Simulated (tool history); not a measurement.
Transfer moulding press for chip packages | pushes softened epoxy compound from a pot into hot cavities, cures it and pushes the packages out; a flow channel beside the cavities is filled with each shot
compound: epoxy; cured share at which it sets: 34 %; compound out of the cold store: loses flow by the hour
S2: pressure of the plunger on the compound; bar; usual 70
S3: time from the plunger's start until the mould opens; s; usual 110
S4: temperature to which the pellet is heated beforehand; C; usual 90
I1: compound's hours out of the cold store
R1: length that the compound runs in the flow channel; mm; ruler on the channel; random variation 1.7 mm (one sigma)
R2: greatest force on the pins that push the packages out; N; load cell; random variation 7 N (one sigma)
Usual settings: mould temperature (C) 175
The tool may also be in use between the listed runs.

{"run": 1, "hour": 0.0, "mould temperature (C)": 175, "S2": 70, "S3": 110, "S4": 90, "I1": 28.4, "R1": 549, "R2": 375}
{"run": 2, "hour": 17.2, "mould temperature (C)": 182, "S2": 70, "S3": 110, "S4": 90, "I1": 42.7, "R1": 496, "R2": 341}
{"run": 3, "hour": 32.6, "mould temperature (C)": 182, "S2": 70, "S3": 110, "S4": 90, "I1": 44, "R1": 493, "R2": 386}
{"run": 4, "hour": 53.1, "mould temperature (C)": 182, "S2": 70, "S3": 110, "S4": 90, "I1": 37.9, "R1": 510, "R2": 418}
{"run": 5, "hour": 68.7, "mould temperature (C)": 182, "S2": 70, "S3": 110, "S4": 90, "I1": 33.3, "R1": 524, "R2": 432}
{"run": 6, "hour": 81.1, "mould temperature (C)": 175, "S2": 70, "S3": 110, "S4": 89, "I1": 39.3, "R1": 511, "R2": 526}
{"run": 7, "hour": 96.6, "mould temperature (C)": 175, "S2": 70, "S3": 110, "S4": 89, "I1": 40, "R1": 512, "R2": 497}
{"run": 8, "hour": 118.8, "mould temperature (C)": 175, "S2": 70, "S3": 110, "S4": 89, "I1": 14.9, "R1": 598, "R2": 545}
{"hour": 132.6, "done": "cavities cleaned with cleaning compound and waxed"}
{"run": 9, "hour": 136.4, "mould temperature (C)": 175, "S2": 70, "S3": 110, "S4": 89, "I1": 39, "R1": 515, "R2": 290}
{"run": 10, "hour": 154.7, "mould temperature (C)": 175, "S2": 70, "S3": 110, "S4": 89, "I1": 18.6, "R1": 583, "R2": 387}
{"run": 11, "hour": 171.9, "mould temperature (C)": 175, "S2": 70, "S3": 110, "S4": 89, "I1": 39.7, "R1": 510, "R2": 398}
{"hour": 179.8, "done": "mould's thermocouples calibrated"}
{"run": 12, "hour": 193.1, "mould temperature (C)": 175, "S2": 70, "S3": 110, "S4": 89, "I1": 17.8, "R1": 584, "R2": 462}
{"run": 13, "hour": 212.8, "mould temperature (C)": 175, "S2": 70, "S3": 110, "S4": 89, "I1": 26.4, "R1": 553, "R2": 465}
{"run": 14, "hour": 231.1, "mould temperature (C)": 175, "S2": 70, "S3": 110, "S4": 90, "I1": 41.2, "R1": 498, "R2": 491}
{"run": 15, "hour": 252.7, "mould temperature (C)": 175, "S2": 70, "S3": 110, "S4": 90, "I1": 18.9, "R1": 579, "R2": 534}
{"run": 16, "hour": 274.3, "mould temperature (C)": 175, "S2": 70, "S3": 110, "S4": 87, "I1": 37.8, "R1": 513, "R2": 507}
{"hour": 290.5, "done": "cavities cleaned with cleaning compound and waxed"}
{"run": 17, "hour": 290.5, "mould temperature (C)": 175, "S2": 82.5, "S3": 110, "S4": 86, "I1": 30.7, "R1": 582, "R2": 273}
{"run": 18, "hour": 309.4, "mould temperature (C)": 173, "S2": 57.3, "S3": 110, "S4": 83, "I1": 41.4, "R1": 456, "R2": 363}
{"run": 19, "hour": 319.3, "mould temperature (C)": 176, "S2": 70, "S3": 111, "S4": 87, "I1": 27.8, "R1": 544, "R2": 356}
{"run": 20, "hour": 339.6, "mould temperature (C)": 176, "S2": 70, "S3": 111, "S4": 87, "I1": 11.4, "R1": 609, "R2": 433}
{"run": 21, "hour": 363.4, "mould temperature (C)": 168, "S2": 70, "S3": 101, "S4": 90, "I1": 28.2, "R1": 554, "R2": 816}
{"run": 22, "hour": 387.2, "mould temperature (C)": 175, "S2": 56.5, "S3": 112, "S4": 86, "I1": 39.7, "R1": 451, "R2": 485}
{"run": 23, "hour": 401.3, "mould temperature (C)": 175, "S2": 56.5, "S3": 112, "S4": 86, "I1": 33.5, "R1": 470, "R2": 500}
{"run": 24, "hour": 424.0, "mould temperature (C)": 170, "S2": 79, "S3": 105, "S4": 90, "I1": 25.7, "R1": 588, "R2": 755}
{"run": 25, "hour": 442.5, "mould temperature (C)": 182, "S2": 53, "S3": 110, "S4": 90, "I1": 47.8, "R1": 408, "R2": 462}
{"hour": 447.6, "done": "cavities cleaned with cleaning compound and waxed"}
{"run": 26, "hour": 454.3, "mould temperature (C)": 182, "S2": 53, "S3": 110, "S4": 90, "I1": 25.7, "R1": 469, "R2": 280}
{"run": 27, "hour": 476.2, "mould temperature (C)": 182, "S2": 53, "S3": 110, "S4": 90, "I1": 19.9, "R1": 488, "R2": 330}
{"run": 28, "hour": 495.7, "mould temperature (C)": 175, "S2": 67.7, "S3": 132, "S4": 92, "I1": 10.9, "R1": 595, "R2": 393}

Some steps in R1 between neighbouring runs. How much of each would the tool show without its hidden state too (settings, what came in, random variation), and how much is left for the hidden state, with any gauge scatter that isn't in both results?
The hidden state here: true mould temperature over the reading, C; pressure that reaches the compound, % of what is set; grip of the stained cavities, % over clean ones'; drift of the gauge itself on flow_mm, %; drift of the gauge itself on push_out_n, %.
Run 17 -> 18: mould temperature (C) 175 -> 173, S2 82.5 -> 57.3, S4 86 -> 83. R1 -126 mm: hidden state +2, all else -128.
Run 23 -> 24: mould temperature (C) 175 -> 170, S2 56.5 -> 79, S3 112 -> 105, S4 86 -> 90. R1 +118 mm: hidden state -3, all else +121.
Run 24 -> 25: mould temperature (C) 170 -> 182, S2 79 -> 53, S3 105 -> 110. R1 -180 mm: hidden state +4, all else -184.

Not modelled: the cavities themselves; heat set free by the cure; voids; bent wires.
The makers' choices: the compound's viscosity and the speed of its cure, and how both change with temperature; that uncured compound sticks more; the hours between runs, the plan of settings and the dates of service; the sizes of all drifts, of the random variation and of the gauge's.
